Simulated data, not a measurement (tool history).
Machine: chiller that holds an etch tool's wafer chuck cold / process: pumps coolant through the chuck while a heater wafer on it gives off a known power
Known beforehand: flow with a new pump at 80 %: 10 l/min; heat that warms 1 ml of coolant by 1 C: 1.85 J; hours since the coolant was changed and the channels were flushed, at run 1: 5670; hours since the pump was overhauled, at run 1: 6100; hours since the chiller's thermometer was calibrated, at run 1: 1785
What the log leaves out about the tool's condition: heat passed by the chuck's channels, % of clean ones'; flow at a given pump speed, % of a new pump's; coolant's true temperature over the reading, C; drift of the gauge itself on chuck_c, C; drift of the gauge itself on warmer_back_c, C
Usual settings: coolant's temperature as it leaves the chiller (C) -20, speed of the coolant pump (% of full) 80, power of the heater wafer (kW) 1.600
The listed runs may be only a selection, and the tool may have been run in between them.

| run | day | coolant's temperature as it leaves the chiller (C) | speed of the coolant pump (% of full) | power of the heater wafer (kW) | hours since the coolant was changed and the channels were flushed | hours since the pump was overhauled | hours since the chiller's thermometer was calibrated | chuck's temperature once it has settled (C) | how much warmer the coolant comes back (C) |
|---|---|---|---|---|---|---|---|---|---|
| 1 | 0.000 | -20 | 80 | 1.600 | 5670 | 6100 | 1785 | -5.9 | 5.53 |
| 2 | 2.800 | -20 | 80 | 1.600 | 5737 | 6167 | 1852 | -6.0 | 5.51 |
| 3 | 8.900 | -20 | 80 | 1.120 | 5883 | 6314 | 1999 | -10.2 | 3.87 |
| 4 | 12.771 | -20 | 80 | 1.120 | 5976 | 6407 | 2092 | -10.1 | 3.88 |
|  | 14.612 | chiller's thermometer calibrated |
| 5 | 19.012 | -20 | 80 | 1.570 | 6125 | 6556 | 106 | -5.9 | 5.46 |
| 6 | 22.996 | -20 | 75 | 1.600 | 6220 | 6651 | 201 | -4.9 | 5.94 |
| 7 | 26.883 | -20 | 80 | 1.600 | 6314 | 6744 | 294 | -5.6 | 5.62 |
| 8 | 29.533 | -20 | 80 | 1.600 | 6377 | 6808 | 358 | -5.5 | 5.57 |
| 9 | 32.708 | -20 | 80 | 1.600 | 6454 | 6884 | 434 | -5.5 | 5.62 |
| 10 | 38.088 | -20 | 80 | 0.818 | 6583 | 7013 | 563 | -12.7 | 2.86 |
| 11 | 44.262 | -20 | 80 | 1.600 | 6731 | 7162 | 712 | -5.4 | 5.62 |
| 12 | 49.579 | -20 | 80 | 1.600 | 6859 | 7289 | 839 | -5.3 | 5.60 |
| 13 | 53.454 | -20 | 80 | 1.600 | 6952 | 7382 | 932 | -5.4 | 5.64 |
| 14 | 58.071 | -20 | 80 | 1.600 | 7062 | 7493 | 1043 | -5.6 | 5.59 |
| 15 | 61.796 | -20 | 80 | 1.600 | 7152 | 7582 | 1132 | -5.4 | 5.58 |
| 16 | 67.446 | -20 | 74 | 2.312 | 7287 | 7718 | 1268 | 2.3 | 8.85 |
| 17 | 71.850 | -20 | 74 | 2.312 | 7393 | 7824 | 1374 | 2.3 | 8.80 |
| 18 | 77.812 | -28 | 77 | 2.009 | 7536 | 7967 | 1517 | -9.0 | 7.36 |

Run 19, settings as shown, results not yet in. Your forecast:
| 19 | 81.833 | -23 | 69 | 1.989 | 7633 | 8063 | 1613 | ? | ? |

chuck's temperature once it has settled (C): -2.8
how much warmer the coolant comes back (C): 8.21
With the hidden condition absent and the run-to-run variation left alone, this run would have shown chuck's temperature once it has settled (C) -5.7, how much warmer the coolant comes back (C) 7.53.
